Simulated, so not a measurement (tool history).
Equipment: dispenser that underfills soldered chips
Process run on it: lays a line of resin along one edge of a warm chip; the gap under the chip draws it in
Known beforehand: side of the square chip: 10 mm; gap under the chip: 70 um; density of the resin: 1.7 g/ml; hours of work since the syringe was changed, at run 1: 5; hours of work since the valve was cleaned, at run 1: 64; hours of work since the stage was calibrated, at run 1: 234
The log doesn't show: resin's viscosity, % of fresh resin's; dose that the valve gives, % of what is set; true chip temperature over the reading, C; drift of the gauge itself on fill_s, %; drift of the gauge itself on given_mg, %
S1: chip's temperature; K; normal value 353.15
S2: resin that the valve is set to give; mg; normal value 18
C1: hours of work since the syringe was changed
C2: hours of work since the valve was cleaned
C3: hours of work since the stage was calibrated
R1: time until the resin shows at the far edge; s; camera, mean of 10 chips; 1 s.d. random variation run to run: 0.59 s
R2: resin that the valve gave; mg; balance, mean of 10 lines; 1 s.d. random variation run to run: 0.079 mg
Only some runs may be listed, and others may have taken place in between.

run 1 hour=0 | S1=353.15 S2=18 | C1=5 C2=64 C3=234 | R1=78.8 R2=17.32
-- hour=2 dispensing valve cleaned and set on the balance
-- hour=3 new syringe of resin
-- hour=11.5 new syringe of resin
run 2 hour=12.2 | S1=353.15 S2=18 | C1=1 C2=7 C3=241 | R1=56.9 R2=17.98
run 3 hour=18.2 | S1=353.15 S2=18 | C1=5 C2=11 C3=246 | R1=78.7 R2=17.83
-- hour=19.9 new syringe of resin
-- hour=28.7 new syringe of resin
run 4 hour=28.7 | S1=353.15 S2=18 | C1=0 C2=18 C3=253 | R1=53.8 R2=17.87
run 5 hour=35 | S1=353.15 S2=18 | C1=4 C2=22 C3=257 | R1=75.7 R2=17.94
-- hour=37 new syringe of resin
run 6 hour=40.2 | S1=353.15 S2=18 | C1=2 C2=26 C3=260 | R1=64.2 R2=17.75
-- hour=46.1 new syringe of resin
run 7 hour=47.1 | S1=353.15 S2=18 | C1=1 C2=30 C3=265 | R1=55.5 R2=17.68
-- hour=54.9 new syringe of resin
run 8 hour=56.2 | S1=343.15 S2=18 | C1=1 C2=36 C3=271 | R1=80.9 R2=17.77
-- hour=63.6 new syringe of resin
run 9 hour=65.9 | S1=361.15 S2=18 | C1=2 C2=43 C3=278 | R1=47.4 R2=17.63
run 10 hour=71.2 | S1=361.15 S2=18 | C1=5 C2=47 C3=281 | R1=64.5 R2=17.64
-- hour=72.3 new syringe of resin
run 11 hour=76.3 | S1=361.15 S2=18 | C1=3 C2=50 C3=285 | R1=54.8 R2=17.4
-- hour=80.8 new syringe of resin
run 12 hour=85.1 | S1=361.15 S2=18 | C1=3 C2=56 C3=291 | R1=54.1 R2=17.37
-- hour=89.2 new syringe of resin
run 13 hour=91.9 | S1=361.15 S2=18 | C1=2 C2=61 C3=295 | R1=51 R2=17.46
-- hour=97.9 new syringe of resin
-- hour=98.9 dispensing valve cleaned and set on the balance
run 14 hour=103.3 | S1=361.15 S2=18 | C1=3 C2=3 C3=302 | R1=54 R2=18.09
-- hour=107.6 new syringe of resin
run 15 hour=111.6 | S1=354.15 S2=23.2 | C1=3 C2=9 C3=308 | R1=64.1 R2=23.03

Run 16 has not been measured yet. What should we expect?
-- hour=116.4 new syringe of resin
run 16 hour=120.4 | S1=368.15 S2=18.9 | C1=3 C2=15 C3=314 | R1=? R2=?

Run 16 came out at R1 43.9 s, R2 18.77 mg.
Take away the tool's hidden state, keep the run-to-run variation as it was, and the same run would have given R1 32.7 s, R2 18.94 mg.
